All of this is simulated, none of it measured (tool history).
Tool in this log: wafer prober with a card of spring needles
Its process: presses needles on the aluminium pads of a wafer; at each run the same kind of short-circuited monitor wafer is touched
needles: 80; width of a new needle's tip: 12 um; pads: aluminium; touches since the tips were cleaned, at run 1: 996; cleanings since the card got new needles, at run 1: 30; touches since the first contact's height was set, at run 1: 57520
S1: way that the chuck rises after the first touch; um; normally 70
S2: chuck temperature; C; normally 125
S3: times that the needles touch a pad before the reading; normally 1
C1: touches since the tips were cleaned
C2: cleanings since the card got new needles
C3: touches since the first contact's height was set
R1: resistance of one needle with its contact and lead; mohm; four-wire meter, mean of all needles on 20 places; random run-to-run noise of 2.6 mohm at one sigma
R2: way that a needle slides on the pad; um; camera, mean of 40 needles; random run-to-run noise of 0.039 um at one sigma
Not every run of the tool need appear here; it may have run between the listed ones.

run	hour	S1	S2	S3	C1	C2	C3	R1	R2
1	0	70	125	1	996	30	57520	301	14.42
# hour 24.6: tips cleaned on abrasive film
2	40.5	70	29	1	3324	31	65994	268	14.47
# hour 54.5: tips cleaned on abrasive film
# hour 85.6: tips cleaned on abrasive film
3	85.6	69	125	1	0	33	75416	300	14.25
# hour 116.2: tips cleaned on abrasive film
4	122.7	70	125	3	1376	34	83181	301	14.49
# hour 148.1: tips cleaned on abrasive film
5	166	70	125	3	3765	35	92251	298	14.56
# hour 178.3: tips cleaned on abrasive film
6	189.6	64	125	1	2373	36	97170	307	13.23
# hour 207.5: tips cleaned on abrasive film
7	221.6	64	125	1	2955	37	103872	301	13.24
# hour 239.5: tips cleaned on abrasive film
8	257.6	70	34	1	3808	38	111406	276	14.47
# hour 269.2: tips cleaned on abrasive film
9	297.4	70	125	1	5904	39	119720	298	14.55
# hour 299.7: tips cleaned on abrasive film
10	321.5	70	125	1	4588	40	124769	301	14.46
# hour 330.7: tips cleaned on abrasive film
# hour 361.5: tips cleaned on abrasive film
11	369.7	70	125	1	1734	42	134840	298	14.53
# hour 391.4: tips cleaned on abrasive film
12	406.8	70	125	1	3237	43	142600	299	14.52
# hour 420.6: tips cleaned on abrasive film
13	440.3	70	125	1	4123	44	149597	302	14.51
# hour 451.3: tips cleaned on abrasive film
# hour 451.6: height of the first contact set anew
# hour 481.9: tips cleaned on abrasive film
14	491.5	70	108	1	2007	46	8339	293	14.5
# hour 511.4: tips cleaned on abrasive film
15	526.4	70	108	1	3154	47	15644	292	14.55
# hour 544: tips cleaned on abrasive film
16	554	77	46	1	2110	48	21420	271	16.01
# hour 575.3: tips cleaned on abrasive film
17	590.5	77	46	1	3185	49	29055	274	15.92
# hour 607.2: tips cleaned on abrasive film
# hour 638.7: tips cleaned on abrasive film
18	640.5	70	106	2	375	51	39492	291	14.52
# hour 670: tips cleaned on abrasive film
19	692.1	70	106	2	4637	52	50304	296	14.66
# hour 701: tips cleaned on abrasive film
20	730	70	125	2	6078	53	58224	299	14.58
# hour 734.8: tips cleaned on abrasive film
21	753.3	55	125	1	3879	54	63105	306	11.51
# hour 766.7: tips cleaned on abrasive film
22	783.8	72	119	2	3583	55	69478	296	15
# hour 797.6: tips cleaned on abrasive film
23	818.2	75	78	1	4318	56	76666	283	15.65
# hour 829.6: tips cleaned on abrasive film
24	852.7	73	116	1	4849	57	83889	296	15.23
# hour 861.7: tips cleaned on abrasive film
# hour 891.7: tips cleaned on abrasive film
25	904.4	73	116	1	2664	59	94694	294	15.23
# hour 925: tips cleaned on abrasive film
26	936.2	60	46	2	2367	60	101353	281	12.58
# hour 957.1: tips cleaned on abrasive film
27	960.4	85	91	1	705	61	106404	287	17.76

The logged runs with the hidden state left out (each run's random variation unchanged):
What the log doesn't record here: debris on the tips, nm; way that the needles fall short of the set height, um; tips' diameter, um; drift of the gauge itself on contact_mohm, %; drift of the gauge itself on scrub_um, %.
run	R2
1	14.42
2	14.46
3	14.24
4	14.47
5	14.54
6	13.2
7	13.21
8	14.43
9	14.5
10	14.41
11	14.47
12	14.45
13	14.43
14	14.4
15	14.46
16	15.89
17	15.8
18	14.4
19	14.54
20	14.45
21	11.4
22	14.85
23	15.49
24	15.07
25	15.05
26	12.44
27	17.55
For R1, the value without the hidden state is never more than 2 mohm from the measured value.
